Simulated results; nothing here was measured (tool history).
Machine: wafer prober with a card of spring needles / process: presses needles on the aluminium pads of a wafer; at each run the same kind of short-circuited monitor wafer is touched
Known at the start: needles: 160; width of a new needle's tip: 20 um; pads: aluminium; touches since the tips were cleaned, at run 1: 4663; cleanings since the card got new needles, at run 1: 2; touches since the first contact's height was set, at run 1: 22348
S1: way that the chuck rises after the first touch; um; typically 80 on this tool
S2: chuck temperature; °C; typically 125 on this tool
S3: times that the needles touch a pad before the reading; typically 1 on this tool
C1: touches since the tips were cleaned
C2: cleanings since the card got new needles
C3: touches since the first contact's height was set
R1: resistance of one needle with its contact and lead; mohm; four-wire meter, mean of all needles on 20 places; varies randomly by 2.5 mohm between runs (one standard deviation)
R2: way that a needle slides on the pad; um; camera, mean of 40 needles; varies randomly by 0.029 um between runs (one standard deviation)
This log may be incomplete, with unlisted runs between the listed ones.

run     day  S1   S2  S3    C1  C2      C3   R1     R2
  1   0.000  80  125   1  4663   2   22348  286  19.89
      0.296  -- tips cleaned on abrasive film
      0.925  -- tips cleaned on abrasive film
  2   1.500  80  125   2  7270   4   41221  289  19.97
      1.662  -- tips cleaned on abrasive film
      2.417  -- tips cleaned on abrasive film
      3.112  -- tips cleaned on abrasive film
  3   3.225  80  125   2  1413   7   62869  290  19.91
      3.854  -- tips cleaned on abrasive film
  4   4.438  80  103   1  7337   8   78118  288  19.89
      4.546  -- tips cleaned on abrasive film
      5.283  -- tips cleaned on abrasive film
      5.917  -- tips cleaned on abrasive film
  5   6.288  80  103   1  4696  11  101362  277  19.92
      6.583  -- tips cleaned on abrasive film
      7.354  -- tips cleaned on abrasive film
  6   7.525  80  103   1  2197  13  116935  282  19.86
      8.075  -- tips cleaned on abrasive film
      8.788  -- tips cleaned on abrasive film
  7   9.133  80  103   1  4401  15  137170  284  19.93
      9.450  -- tips cleaned on abrasive film
     10.188  -- tips cleaned on abrasive film
  8  10.692  80  103   1  6378  17  156731  281  19.93
     10.825  -- tips cleaned on abrasive film
     11.558  -- tips cleaned on abrasive film
  9  11.729  80  103   1  2177  19  169772  280  19.90
     12.188  -- tips cleaned on abrasive film
     12.958  -- tips cleaned on abrasive film
     12.971  -- height of the first contact set anew
     13.633  -- tips cleaned on abrasive film
 10  13.633  80  103   1     0  22    8316  280  19.89
     14.342  -- tips cleaned on abrasive film
 11  14.792  80  103   1  5648  23   22897  281  19.88
     15.071  -- tips cleaned on abrasive film
     15.854  -- tips cleaned on abrasive film
     16.579  -- tips cleaned on abrasive film
 12  16.758  80  125   1  2234  26   47605  285  19.90
     17.229  -- tips cleaned on abrasive film
     17.992  -- tips cleaned on abrasive film
 13  18.196  80  122   1  2548  28   65673  287  19.94
     18.758  -- tips cleaned on abrasive film
     19.529  -- tips cleaned on abrasive film
 14  20.054  80  122   1  6682  30   89112  288  19.84
     20.188  -- tips cleaned on abrasive film
     20.942  -- tips cleaned on abrasive film
 15  21.288  61   62   1  4379  32  104564  274  15.14
     21.604  -- tips cleaned on abrasive film
     22.346  -- tips cleaned on abrasive film
     23.096  -- tips cleaned on abrasive film
     23.758  -- tips cleaned on abrasive film
 16  23.758  62  125   1     0  36  135605  294  15.44
     24.517  -- tips cleaned on abrasive film
 17  24.892  62  125   1  4734  37  149894  295  15.45
     25.208  -- tips cleaned on abrasive film
     25.896  -- tips cleaned on abrasive film
 18  26.300  62  125   1  5092  39  167565  289  15.43
     26.617  -- tips cleaned on abrasive film
     27.362  -- tips cleaned on abrasive film
     27.679  -- height of the first contact set anew
 19  27.696  73  100   3  4064  41     174  285  18.18
     28.138  -- tips cleaned on abrasive film
     28.875  -- tips cleaned on abrasive film
     29.562  -- tips cleaned on abrasive film
 20  30.117  73  100   3  7022  44   30635  283  18.15
     30.275  -- tips cleaned on abrasive film
     31.033  -- tips cleaned on abrasive film
 21  31.329  82   42   3  3762  46   45866  264  20.43
     31.750  -- tips cleaned on abrasive film
     32.488  -- tips cleaned on abrasive film
     33.217  -- tips cleaned on abrasive film
 22  33.592  82   42   3  4721  49   74305  264  20.42
     33.883  -- tips cleaned on abrasive film
     34.596  -- tips cleaned on abrasive film
 23  34.804  82   42   3  2656  51   89560  265  20.39
     35.242  -- tips cleaned on abrasive film
     35.958  -- tips cleaned on abrasive film
 24  36.175  82   42   3  2741  53  106764  265  20.42
     36.650  -- tips cleaned on abrasive film
     37.338  -- tips cleaned on abrasive film
     37.996  -- tips cleaned on abrasive film
 25  38.358  82   42   3  4563  56  134219  261  20.39
     38.675  -- tips cleaned on abrasive film
     39.400  -- tips cleaned on abrasive film
 26  39.504  82   42   3  1335  58  148622  262  20.35
     40.088  -- tips cleaned on abrasive film
 27  40.579  80   29   2  6224  59  162152  261  19.89

Each row is a separate what-if for the run after 27, all from the same tool condition, not one after another. Results?
     40.829  -- tips cleaned on abrasive film
     41.508  -- tips cleaned on abrasive film
  A  41.867  94  27   3  4546  61  178326   ?   ?
     40.829  -- tips cleaned on abrasive film
     41.508  -- tips cleaned on abrasive film
  B  41.867  97  67   3  4546  61  178326   ?   ?
     40.829  -- tips cleaned on abrasive film
     41.508  -- tips cleaned on abrasive film
  C  41.867  71  52   2  4546  61  178326   ?   ?

run   R1     R2
  A  261  23.39
  B  268  24.07
  C  270  17.70
Without the tool's unlogged condition, the same runs would have read:
run   R1     R2
  A  261  23.40
  B  268  24.08
  C  270  17.71
